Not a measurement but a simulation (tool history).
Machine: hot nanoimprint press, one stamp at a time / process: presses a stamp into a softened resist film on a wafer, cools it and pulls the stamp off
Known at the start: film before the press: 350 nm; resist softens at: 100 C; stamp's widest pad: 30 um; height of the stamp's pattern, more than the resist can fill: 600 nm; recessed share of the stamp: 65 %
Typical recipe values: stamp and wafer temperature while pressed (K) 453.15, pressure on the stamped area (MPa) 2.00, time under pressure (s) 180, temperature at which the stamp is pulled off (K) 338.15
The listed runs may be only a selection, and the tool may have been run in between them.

run    hour  stamp and wafer temperature while pressed (K)  pressure on the stamped area (MPa)  time under pressure (s)  temperature at which the stamp is pulled off (K)  resist left under the stamp's widest pad (nm)  greatest force while the stamp is pulled off (N)
  1     0.0                                         453.15                                2.00                      180                                            338.15                                          212.8                                               199
  2    51.9                                         453.15                                2.00                      180                                            338.15                                          211.9                                               201
  3   114.3                                         453.15                                2.00                      180                                            338.15                                          212.1                                               203
  4   142.6                                         453.15                                2.00                      136                                            338.15                                          229.8                                               205
  5   196.3                                         453.15                                2.00                      136                                            338.15                                          229.3                                               208
  6   247.5                                         453.15                                2.00                      136                                            338.15                                          228.7                                               211
  7   280.9                                         453.15                                1.65                      136                                            338.15                                          242.5                                               210
      319.5  -- stamp cleaned and given a new release coat
  8   330.1                                         453.15                                2.00                      180                                            338.15                                          210.3                                               178
  9   389.0                                         453.15                                2.00                      263                                            338.15                                          185.9                                               183
 10   444.1                                         453.15                                2.00                      263                                            338.15                                          185.6                                               185
 11   491.8                                         453.15                                2.06                      180                                            338.15                                          207.6                                               191
 12   551.4                                         453.15                                1.86                      180                                            338.15                                          214.5                                               188
      564.3  -- press's hydraulic seals changed and the load cell set to zero
 13   599.1                                         453.15                                1.86                      102                                            338.15                                          246.7                                               193
      626.2  -- plate thermocouple calibrated
 14   654.9                                         453.15                                1.86                      102                                            338.15                                          251.1                                               192
 15   693.6                                         453.15                                2.00                      180                                            340.15                                          209.3                                               187
 16   725.9                                         453.15                                2.00                      180                                            340.15                                          209.3                                               191
 17   755.2                                         454.15                                1.67                      172                                            326.15                                          218.5                                               250
 18   816.7                                         453.15                                2.00                      180                                            324.15                                          208.6                                               267
 19   877.2                                         453.15                                1.41                      194                                            331.15                                          229.8                                               239
 20   920.6                                         453.15                                1.41                      194                                            331.15                                          229.3                                               253
 21   960.6                                         453.15                                1.41                      194                                            331.15                                          229.0                                               252
      985.0  -- stamp cleaned and given a new release coat
 22  1003.5                                         463.15                                2.00                      180                                            330.15                                          143.3                                               206
 23  1054.8                                         455.15                                1.73                       98                                            346.15                                          242.4                                               151
 24  1117.6                                         455.15                                2.21                      208                                            346.15                                          176.2                                               148
 25  1148.0                                         461.15                                2.00                      265                                            343.15                                          132.4                                               160
 26  1207.1                                         446.15                                2.95                      180                                            338.15                                          229.1                                               186
     1239.4  -- plate thermocouple calibrated
 27  1262.0                                         452.15                                2.84                      160                                            346.15                                          202.3                                               160

Forecast each of these 4 alternatives for the next run:
  A  1327.3                                         452.15                                2.84                      357                                            338.15                                              ?                                                 ?
  B  1327.3                                         460.15                                3.11                      160                                            346.15                                              ?                                                 ?
  C  1327.3                                         456.15                                2.00                      214                                            337.15                                              ?                                                 ?
  D  1327.3                                         443.15                                2.97                      180                                            338.15                                              ?                                                 ?

run  resist left under the stamp's widest pad (nm)  greatest force while the stamp is pulled off (N)
  A                                          151.9                                               197
  B                                          143.4                                               162
  C                                          181.0                                               207
  D                                          257.8                                               197
With the hidden condition removed and each run's random variation left untouched, the same runs would have given:
run  resist left under the stamp's widest pad (nm)  greatest force while the stamp is pulled off (N)
  A                                          148.3                                               175
  B                                          139.7                                               145
  C                                          177.9                                               184
  D                                          254.0                                               176
